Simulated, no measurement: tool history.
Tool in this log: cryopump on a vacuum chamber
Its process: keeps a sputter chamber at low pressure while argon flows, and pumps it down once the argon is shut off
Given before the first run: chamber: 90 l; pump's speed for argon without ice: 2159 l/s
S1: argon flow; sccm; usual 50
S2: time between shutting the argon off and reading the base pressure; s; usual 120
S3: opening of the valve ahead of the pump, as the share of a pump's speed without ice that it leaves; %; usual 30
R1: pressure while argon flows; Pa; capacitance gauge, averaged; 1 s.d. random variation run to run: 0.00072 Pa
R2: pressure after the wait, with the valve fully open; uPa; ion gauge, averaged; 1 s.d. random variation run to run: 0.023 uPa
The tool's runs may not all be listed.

run 1 hour=0.0 | S1=50 S2=120 S3=30 | R1=0.1317 R2=1.22
run 2 hour=13.7 | S1=50 S2=66 S3=30 | R1=0.1312 R2=1.76
run 3 hour=24.5 | S1=50 S2=66 S3=30 | R1=0.1313 R2=1.77
run 4 hour=37.9 | S1=50 S2=23 S3=30 | R1=0.1314 R2=3.59
run 5 hour=55.3 | S1=50 S2=23 S3=30 | R1=0.1314 R2=3.68
run 6 hour=65.5 | S1=50 S2=23 S3=30 | R1=0.1309 R2=3.71
run 7 hour=80.0 | S1=49 S2=120 S3=30 | R1=0.1281 R2=1.32
run 8 hour=93.4 | S1=49 S2=120 S3=30 | R1=0.1293 R2=1.39
run 9 hour=104.5 | S1=49 S2=120 S3=30 | R1=0.1293 R2=1.29
run 10 hour=116.3 | S1=49 S2=120 S3=30 | R1=0.1289 R2=1.35
run 11 hour=125.0 | S1=62 S2=120 S3=30 | R1=0.1647 R2=1.32
run 12 hour=140.9 | S1=50 S2=120 S3=30 | R1=0.1327 R2=1.42
run 13 hour=160.1 | S1=50 S2=120 S3=30 | R1=0.1324 R2=1.36
run 14 hour=177.3 | S1=50 S2=120 S3=30 | R1=0.1321 R2=1.37
run 15 hour=196.7 | S1=50 S2=120 S3=30 | R1=0.1320 R2=1.39
run 16 hour=205.3 | S1=32 S2=120 S3=30 | R1=0.0840 R2=1.39
run 17 hour=217.5 | S1=50 S2=256 S3=30 | R1=0.1316 R2=1.12
run 18 hour=233.8 | S1=50 S2=151 S3=59 | R1=0.0676 R2=1.28
run 19 hour=247.1 | S1=50 S2=120 S3=24 | R1=0.1664 R2=1.40
run 20 hour=256.9 | S1=34 S2=100 S3=19 | R1=0.1395 R2=1.52
run 21 hour=275.1 | S1=86 S2=103 S3=32 | R1=0.2144 R2=1.60
run 22 hour=292.7 | S1=86 S2=103 S3=32 | R1=0.2145 R2=1.54
run 23 hour=309.0 | S1=29 S2=150 S3=30 | R1=0.0769 R2=1.32
run 24 hour=322.5 | S1=41 S2=226 S3=17 | R1=0.1908 R2=1.28
run 25 hour=337.8 | S1=33 S2=27 S3=21 | R1=0.1250 R2=3.40
run 26 hour=348.0 | S1=25 S2=124 S3=21 | R1=0.0946 R2=1.51
run 27 hour=366.1 | S1=25 S2=124 S3=21 | R1=0.0940 R2=1.51
run 28 hour=374.5 | S1=45 S2=141 S3=30 | R1=0.1202 R2=1.42
run 29 hour=386.1 | S1=45 S2=141 S3=30 | R1=0.1220 R2=1.47
run 30 hour=400.1 | S1=52 S2=69 S3=27 | R1=0.1537 R2=1.93
run 31 hour=419.1 | S1=52 S2=208 S3=54 | R1=0.0778 R2=1.33
run 32 hour=432.8 | S1=37 S2=29 S3=50 | R1=0.0596 R2=3.33
run 33 hour=440.8 | S1=37 S2=29 S3=50 | R1=0.0606 R2=3.34
run 34 hour=457.8 | S1=37 S2=29 S3=50 | R1=0.0601 R2=3.33

Measured minus without-hidden-state, run by run (identical run-to-run variation in each term; gauge scatter may differ):
The hidden state here: pump's speed, % of a pump's without ice; cold plate's temperature, K; leak into the chamber, uPa l/s; drift of the gauge itself on working_pa, %; drift of the gauge itself on base_upa, %.
run=1 R1=+0.0008 R2=+0.57
run=2 R1=+0.0009 R2=+0.58
run=3 R1=+0.0009 R2=+0.60
run=4 R1=+0.0009 R2=+0.60
run=5 R1=+0.0010 R2=+0.62
run=6 R1=+0.0011 R2=+0.63
run=7 R1=+0.0012 R2=+0.63
run=8 R1=+0.0012 R2=+0.65
run=9 R1=+0.0013 R2=+0.63
run=10 R1=+0.0013 R2=+0.66
run=11 R1=+0.0017 R2=+0.64
run=12 R1=+0.0014 R2=+0.68
run=13 R1=+0.0015 R2=+0.67
run=14 R1=+0.0016 R2=+0.69
run=15 R1=+0.0017 R2=+0.70
run=16 R1=+0.0011 R2=+0.71
run=17 R1=+0.0017 R2=+0.72
run=18 R1=+0.0018 R2=+0.72
run=19 R1=+0.0019 R2=+0.73
run=20 R1=+0.0013 R2=+0.74
run=21 R1=+0.0035 R2=+0.79
run=22 R1=+0.0036 R2=+0.78
run=23 R1=+0.0013 R2=+0.76
run=24 R1=+0.0018 R2=+0.80
run=25 R1=+0.0015 R2=+0.79
run=26 R1=+0.0012 R2=+0.80
run=27 R1=+0.0012 R2=+0.82
run=28 R1=+0.0022 R2=+0.82
run=29 R1=+0.0023 R2=+0.84
run=30 R1=+0.0026 R2=+0.84
run=31 R1=+0.0028 R2=+0.88
run=32 R1=+0.0020 R2=+0.87
run=33 R1=+0.0020 R2=+0.88
run=34 R1=+0.0021 R2=+0.90
